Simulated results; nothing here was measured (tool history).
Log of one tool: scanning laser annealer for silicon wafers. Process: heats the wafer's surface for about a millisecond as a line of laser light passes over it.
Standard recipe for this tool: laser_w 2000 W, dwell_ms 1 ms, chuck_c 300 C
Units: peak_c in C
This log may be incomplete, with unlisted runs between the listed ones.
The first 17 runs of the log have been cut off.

| run | hour | laser_w | dwell_ms | chuck_c | peak_c |
|---|---|---|---|---|---|
| 18 | 956.7 | 2000 | 1 | 300 | 1026 |
| 19 | 1004.2 | 2000 | 1 | 300 | 1028 |
| 20 | 1066.4 | 2000 | 1 | 300 | 1030 |
| 21 | 1105 | 2105 | 1 | 300 | 1066 |
| 22 | 1161.7 | 1902 | 1 | 300 | 993 |
| 23 | 1204.5 | 2117 | 1 | 274 | 1048 |
| 24 | 1254.7 | 2117 | 1 | 274 | 1047 |
|  | 1278.4 | optics aligned, line set to its width |
| 25 | 1331.7 | 2117 | 0.7 | 285 | 912 |
| 26 | 1408.2 | 2101 | 1.08 | 285 | 1089 |
| 27 | 1477.5 | 2000 | 1 | 305 | 1035 |
| 28 | 1526.2 | 2085 | 0.98 | 305 | 1056 |
| 29 | 1602.4 | 1973 | 0.86 | 297 | 953 |
| 30 | 1655.6 | 1973 | 0.86 | 297 | 952 |
| 31 | 1692.9 | 2022 | 1 | 320 | 1060 |
|  | 1750.2 | window over the wafer cleaned |
| 32 | 1771.3 | 1859 | 0.85 | 336 | 947 |
| 33 | 1806 | 1859 | 0.85 | 336 | 947 |
| 34 | 1883.3 | 2162 | 0.75 | 305 | 975 |
| 35 | 1953.4 | 1910 | 1.14 | 319 | 1066 |
| 36 | 2018.3 | 1910 | 1.14 | 319 | 1068 |

Predict each of these 3 candidate next runs independently; none follows another, all start after run 36:
| A | 2080.5 | 2000 | 1 | 335 | ? |
| B | 2080.5 | 1874 | 0.96 | 266 | ? |
| C | 2080.5 | 2000 | 1 | 284 | ? |

| run | peak_c |
|---|---|
| A | 1063 |
| B | 928 |
| C | 1014 |
The same runs, with their run-to-run variation unchanged, on a tool lacking any hidden condition would have given:
| run | peak_c |
|---|---|
| A | 1063 |
| B | 928 |
| C | 1014 |

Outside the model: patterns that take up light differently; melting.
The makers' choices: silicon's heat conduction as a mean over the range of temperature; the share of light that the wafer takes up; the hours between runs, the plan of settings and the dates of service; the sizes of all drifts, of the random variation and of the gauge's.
